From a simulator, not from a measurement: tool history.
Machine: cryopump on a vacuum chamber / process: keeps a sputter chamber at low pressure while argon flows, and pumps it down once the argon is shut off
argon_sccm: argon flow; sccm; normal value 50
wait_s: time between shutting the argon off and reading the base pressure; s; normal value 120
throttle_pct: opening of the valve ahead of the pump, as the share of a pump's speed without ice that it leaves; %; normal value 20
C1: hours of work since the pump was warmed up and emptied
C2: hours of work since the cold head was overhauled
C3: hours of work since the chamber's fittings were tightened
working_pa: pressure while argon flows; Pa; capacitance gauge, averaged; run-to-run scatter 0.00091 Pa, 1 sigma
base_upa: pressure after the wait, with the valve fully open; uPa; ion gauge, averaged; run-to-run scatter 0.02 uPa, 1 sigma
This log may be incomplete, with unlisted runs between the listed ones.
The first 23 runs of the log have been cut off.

Run 24, hour 2067.8: usual settings but argon_sccm 41 sccm, wait_s 146 s, throttle_pct 29 %; C1 129; C2 2746; C3 1428. Result: working_pa 0.1096 Pa, base_upa 0.32 uPa.
Run 25, hour 2123.7: usual settings but argon_sccm 92 sccm, wait_s 146 s, throttle_pct 17 %; C1 158; C2 2774; C3 1456. Result: working_pa 0.4161 Pa, base_upa 0.33 uPa.
Run 26, hour 2219.5: usual settings but argon_sccm 60 sccm, wait_s 174 s; C1 207; C2 2823; C3 1506. Result: working_pa 0.2330 Pa, base_upa 0.36 uPa.
Run 27, hour 2325.1: usual settings but wait_s 24 s, throttle_pct 29 %; C1 261; C2 2877; C3 1560. Result: working_pa 0.1355 Pa, base_upa 0.88 uPa.
Run 28, hour 2394.4: usual settings but wait_s 278 s, throttle_pct 42 %; C1 296; C2 2913; C3 1595. Result: working_pa 0.0974 Pa, base_upa 0.33 uPa.
Run 29, hour 2455.1: usual settings but wait_s 278 s, throttle_pct 42 %; C1 328; C2 2944; C3 1626. Result: working_pa 0.0962 Pa, base_upa 0.32 uPa.
At hour 2518.0: pump warmed up, emptied and cooled again.
Run 30, hour 2575.3: usual settings but argon_sccm 41 sccm, throttle_pct 29 %; C1 29; C2 3003; C3 1685. Result: working_pa 0.1085 Pa, base_upa 0.39 uPa.
Run 31, hour 2659.7: usual settings but argon_sccm 23 sccm, throttle_pct 29 %; C1 73; C2 3046; C3 1729. Result: working_pa 0.0609 Pa, base_upa 0.38 uPa.
Run 32, hour 2709.2: usual settings but argon_sccm 23 sccm, wait_s 199 s, throttle_pct 29 %; C1 98; C2 3072; C3 1754. Result: working_pa 0.0614 Pa, base_upa 0.36 uPa.
Run 33, hour 2828.7: usual settings but argon_sccm 23 sccm, wait_s 199 s, throttle_pct 29 %; C1 159; C2 3133; C3 1815. Result: working_pa 0.0605 Pa, base_upa 0.31 uPa.
Run 34, hour 2938.5: usual settings but argon_sccm 64 sccm, throttle_pct 51 %; C1 215; C2 3189; C3 1871. Result: working_pa 0.1000 Pa, base_upa 0.42 uPa.

Below are 4 alternative next runs, each starting from the tool's condition after run 34. Predict each:
Run A, hour 3006.8: usual settings but argon_sccm 75 sccm, wait_s 38 s; C1 250; C2 3224; C3 1906. Result: working_pa ?, base_upa ?.
Run B, hour 3006.8: usual settings but wait_s 41 s; C1 250; C2 3224; C3 1906. Result: working_pa ?, base_upa ?.
Run C, hour 3006.8: usual settings but argon_sccm 64 sccm, wait_s 290 s; C1 250; C2 3224; C3 1906. Result: working_pa ?, base_upa ?.
Run D, hour 3006.8: usual settings but throttle_pct 38 %; C1 250; C2 3224; C3 1906. Result: working_pa ?, base_upa ?.

run  working_pa  base_upa
  A      0.2898      0.66
  B      0.1952      0.65
  C      0.2513      0.32
  D      0.1046      0.41
Take away the tool's hidden state, keep each run's random variation, and the runs would have read:
run  working_pa  base_upa
  A      0.2820      0.51
  B      0.1900      0.51
  C      0.2446      0.18
  D      0.0994      0.27

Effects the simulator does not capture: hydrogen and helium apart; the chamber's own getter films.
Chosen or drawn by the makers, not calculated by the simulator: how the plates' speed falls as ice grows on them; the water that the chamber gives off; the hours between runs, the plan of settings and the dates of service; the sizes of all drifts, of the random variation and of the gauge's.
